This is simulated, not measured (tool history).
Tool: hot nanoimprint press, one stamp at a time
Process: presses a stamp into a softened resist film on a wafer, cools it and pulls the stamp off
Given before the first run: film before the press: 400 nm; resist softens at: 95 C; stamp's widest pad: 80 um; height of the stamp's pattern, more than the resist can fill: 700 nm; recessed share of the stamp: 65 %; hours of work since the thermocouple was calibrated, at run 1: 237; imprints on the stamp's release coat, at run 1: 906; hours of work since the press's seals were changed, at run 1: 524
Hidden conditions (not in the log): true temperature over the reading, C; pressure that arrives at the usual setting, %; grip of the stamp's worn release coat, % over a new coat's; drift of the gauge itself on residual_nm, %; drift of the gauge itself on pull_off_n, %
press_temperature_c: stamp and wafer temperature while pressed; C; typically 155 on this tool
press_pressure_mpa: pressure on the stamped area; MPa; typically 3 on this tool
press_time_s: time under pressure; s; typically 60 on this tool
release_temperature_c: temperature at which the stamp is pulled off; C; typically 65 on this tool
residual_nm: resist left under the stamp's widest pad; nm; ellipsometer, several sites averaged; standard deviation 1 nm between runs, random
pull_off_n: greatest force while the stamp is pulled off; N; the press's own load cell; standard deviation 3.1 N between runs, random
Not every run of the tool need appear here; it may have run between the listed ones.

| run | hour | press_temperature_c | press_pressure_mpa | press_time_s | release_temperature_c | hours of work since the thermocouple was calibrated | imprints on the stamp's release coat | hours of work since the press's seals were changed | residual_nm | pull_off_n |
|---|---|---|---|---|---|---|---|---|---|---|
| 1 | 0 | 155 | 3 | 60 | 65 | 237 | 906 | 524 | 193.7 | 162 |
| 2 | 28.4 | 155 | 3 | 60 | 65 | 251 | 1022 | 539 | 192 | 168 |
| 3 | 58.9 | 155 | 3 | 60 | 65 | 267 | 1146 | 555 | 191 | 168 |
| 4 | 104.3 | 155 | 3 | 60 | 65 | 291 | 1330 | 578 | 190.8 | 173 |
|  | 117.1 | plate thermocouple calibrated |
| 5 | 163.9 | 155 | 3 | 60 | 70 | 24 | 1560 | 608 | 189.5 | 165 |
| 6 | 220.2 | 155 | 3 | 60 | 70 | 54 | 1790 | 638 | 189.4 | 169 |
| 7 | 286.3 | 155 | 3 | 60 | 70 | 89 | 2058 | 672 | 189 | 184 |
|  | 311.1 | stamp cleaned and given a new release coat |
| 8 | 323.8 | 155 | 3 | 60 | 65 | 105 | 52 | 689 | 188 | 150 |
| 9 | 354.8 | 155 | 1.86 | 60 | 65 | 121 | 178 | 705 | 239.3 | 151 |
| 10 | 420.9 | 143 | 1.86 | 60 | 65 | 156 | 447 | 740 | 348.4 | 162 |
| 11 | 466.2 | 155 | 4 | 60 | 65 | 180 | 631 | 763 | 165 | 161 |
| 12 | 524.9 | 155 | 4 | 60 | 65 | 210 | 870 | 794 | 165.9 | 163 |
| 13 | 572.8 | 155 | 3 | 60 | 65 | 236 | 1065 | 819 | 190.8 | 175 |
| 14 | 627.2 | 155 | 3 | 60 | 65 | 264 | 1286 | 848 | 193.7 | 177 |
|  | 690.1 | plate thermocouple calibrated |
| 15 | 699.1 | 155 | 3 | 60 | 65 | 5 | 1567 | 884 | 189.6 | 182 |
| 16 | 740.8 | 159 | 3 | 60 | 59 | 27 | 1736 | 906 | 158.3 | 202 |
| 17 | 771.8 | 155 | 4.76 | 60 | 72 | 43 | 1863 | 922 | 148.4 | 173 |
| 18 | 808.8 | 155 | 3 | 60 | 64 | 62 | 2013 | 941 | 189.8 | 196 |

Estimate the outcome of run 19 from the log above:
|  | 847.8 | stamp cleaned and given a new release coat |
| 19 | 878.5 | 162 | 3 | 60 | 52 | 96 | 125 | 975 | ? | ? |

{"run 19": {"residual_nm": 138.7, "pull_off_n": 185}}
On a tool with no hidden condition, and with the same random variation, this run would have come out at residual_nm 135.2 nm, pull_off_n 181 N.
